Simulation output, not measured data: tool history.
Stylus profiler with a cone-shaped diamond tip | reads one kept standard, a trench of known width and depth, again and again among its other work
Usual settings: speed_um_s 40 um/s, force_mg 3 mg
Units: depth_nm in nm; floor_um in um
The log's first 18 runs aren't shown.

run    hour  speed_um_s  force_mg  scans with this tip  hours of work since the height scale was calibrated  depth_nm  floor_um
 19   827.8          20      8.23                18916                                                   93   1015.98     45.29
 20     875          97       2.6                19268                                                  117      1005     44.99
 21   939.2          97       2.6                19748                                                  150   1005.06     44.96
 22   995.9          97       2.6                20171                                                  179   1004.55     44.93
     1003.7  -- height scale calibrated on a step standard, once more
 23  1046.2          97       2.6                20544                                                   22   1009.62      44.9
 24  1102.8         130       2.6                20966                                                   51   1009.18      44.8
 25    1155          39      1.44                21356                                                   77   1006.56     45.02
 26  1197.4          39      1.44                21673                                                   99   1006.41     44.96
 27  1251.9          43      2.77                22080                                                  127   1009.64     45.03
 28    1316          18         3                22559                                                  160   1010.17     45.01
 29  1367.8          34      1.11                22946                                                  186    1005.3      44.9
 30  1409.8         159      3.22                23259                                                  208    1010.7     44.62
 31  1470.3         133      6.57                23712                                                  239    1017.4      44.8
 32  1533.7          25      6.57                24185                                                  271   1016.97     44.91

Forecast each of these 3 alternatives for the next run:
  A  1585.7          49      1.02                24573                                                  298         ?         ?
  B  1585.7          25      1.98                24573                                                  298         ?         ?
  C  1585.7          17      5.35                24573                                                  298         ?         ?

run  depth_nm  floor_um
  A   1004.47     44.76
  B   1007.51     44.87
  C   1014.66     44.95
Without the tool's hidden state the same runs would have given:
run  depth_nm  floor_um
  A   1005.19     46.31
  B   1008.23     46.43
  C   1015.38      46.5

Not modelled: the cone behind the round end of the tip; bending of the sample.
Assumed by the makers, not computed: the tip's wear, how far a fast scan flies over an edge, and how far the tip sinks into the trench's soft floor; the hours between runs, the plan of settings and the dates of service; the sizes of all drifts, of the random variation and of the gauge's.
